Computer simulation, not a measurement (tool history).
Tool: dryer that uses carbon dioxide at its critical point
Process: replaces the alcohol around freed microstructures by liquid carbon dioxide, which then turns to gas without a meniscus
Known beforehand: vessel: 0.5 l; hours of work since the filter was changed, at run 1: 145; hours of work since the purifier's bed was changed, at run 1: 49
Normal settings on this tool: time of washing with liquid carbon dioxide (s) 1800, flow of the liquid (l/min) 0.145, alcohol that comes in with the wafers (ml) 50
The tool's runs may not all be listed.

| run | hour | time of washing with liquid carbon dioxide (s) | flow of the liquid (l/min) | alcohol that comes in with the wafers (ml) | hours of work since the filter was changed | hours of work since the purifier's bed was changed | alcohol left in the vessel before it's heated (ppm by volume) |
|---|---|---|---|---|---|---|---|
| 1 | 0 | 1800 | 0.145 | 50 | 145 | 49 | 69 |
| 2 | 4.9 | 1800 | 0.145 | 50 | 147 | 51 | 75 |
| 3 | 13 | 1800 | 0.145 | 50 | 150 | 54 | 72 |
| 4 | 17.2 | 1800 | 0.145 | 50 | 152 | 56 | 79 |
| 5 | 22 | 1800 | 0.145 | 50 | 154 | 58 | 78 |
| 6 | 31.2 | 1800 | 0.145 | 50 | 157 | 61 | 81 |
| 7 | 38.3 | 1800 | 0.145 | 50 | 160 | 64 | 75 |
| 8 | 45.3 | 1800 | 0.145 | 50 | 163 | 67 | 73 |
| 9 | 50.9 | 1620 | 0.145 | 50 | 165 | 69 | 154 |
| 10 | 57.5 | 1620 | 0.145 | 50 | 167 | 72 | 145 |
| 11 | 64.9 | 1620 | 0.145 | 50 | 170 | 74 | 154 |
| 12 | 72.4 | 1800 | 0.094 | 50 | 173 | 77 | 954 |
| 13 | 76.5 | 1800 | 0.094 | 50 | 175 | 79 | 949 |
| 14 | 85.9 | 1800 | 0.094 | 50 | 178 | 83 | 950 |
| 15 | 94.7 | 1800 | 0.094 | 50 | 182 | 86 | 964 |
| 16 | 101.6 | 1800 | 0.094 | 50 | 184 | 89 | 956 |
| 17 | 109.6 | 1800 | 0.094 | 50 | 187 | 92 | 966 |
| 18 | 115.1 | 1800 | 0.094 | 50 | 190 | 94 | 956 |
| 19 | 121.8 | 1800 | 0.118 | 50 | 192 | 96 | 297 |
| 20 | 130.9 | 1860 | 0.098 | 37 | 196 | 100 | 505 |
| 21 | 138.8 | 1860 | 0.098 | 37 | 199 | 103 | 525 |
| 22 | 147.1 | 1200 | 0.201 | 50 | 202 | 106 | 122 |
| 23 | 153.9 | 1200 | 0.201 | 50 | 205 | 109 | 131 |
| 24 | 160.9 | 1200 | 0.201 | 50 | 207 | 112 | 130 |
| 25 | 167.9 | 1200 | 0.199 | 50 | 210 | 114 | 145 |
| 26 | 175.4 | 1560 | 0.114 | 50 | 213 | 117 | 770 |
| 27 | 181.9 | 1560 | 0.114 | 50 | 215 | 120 | 745 |
| 28 | 188.5 | 2280 | 0.094 | 50 | 218 | 122 | 309 |
| 29 | 194.3 | 2280 | 0.094 | 50 | 220 | 124 | 318 |
| 30 | 201 | 1320 | 0.222 | 32 | 223 | 127 | 55 |
| 31 | 205.1 | 1680 | 0.13 | 21 | 224 | 129 | 140 |
| 32 | 211.5 | 1800 | 0.166 | 50 | 227 | 131 | 65 |
| 33 | 221.3 | 2160 | 0.211 | 45 | 231 | 135 | 42 |

Results per run with the tool's hidden condition removed, run-to-run variation unchanged:
Unlogged tool condition in this case: flow that reaches the vessel past the clogged filter, %; alcohol in the recycled carbon dioxide, ppm; drift of the gauge itself on alcohol_ppm, %.
| run | alcohol left in the vessel before it's heated (ppm by volume) |
|---|---|
| 1 | 42 |
| 2 | 48 |
| 3 | 44 |
| 4 | 51 |
| 5 | 49 |
| 6 | 51 |
| 7 | 43 |
| 8 | 41 |
| 9 | 108 |
| 10 | 98 |
| 11 | 106 |
| 12 | 777 |
| 13 | 773 |
| 14 | 770 |
| 15 | 778 |
| 16 | 768 |
| 17 | 774 |
| 18 | 763 |
| 19 | 211 |
| 20 | 383 |
| 21 | 398 |
| 22 | 67 |
| 23 | 75 |
| 24 | 74 |
| 25 | 86 |
| 26 | 583 |
| 27 | 563 |
| 28 | 208 |
| 29 | 214 |
| 30 | 15 |
| 31 | 80 |
| 32 | 23 |
| 33 | 5 |

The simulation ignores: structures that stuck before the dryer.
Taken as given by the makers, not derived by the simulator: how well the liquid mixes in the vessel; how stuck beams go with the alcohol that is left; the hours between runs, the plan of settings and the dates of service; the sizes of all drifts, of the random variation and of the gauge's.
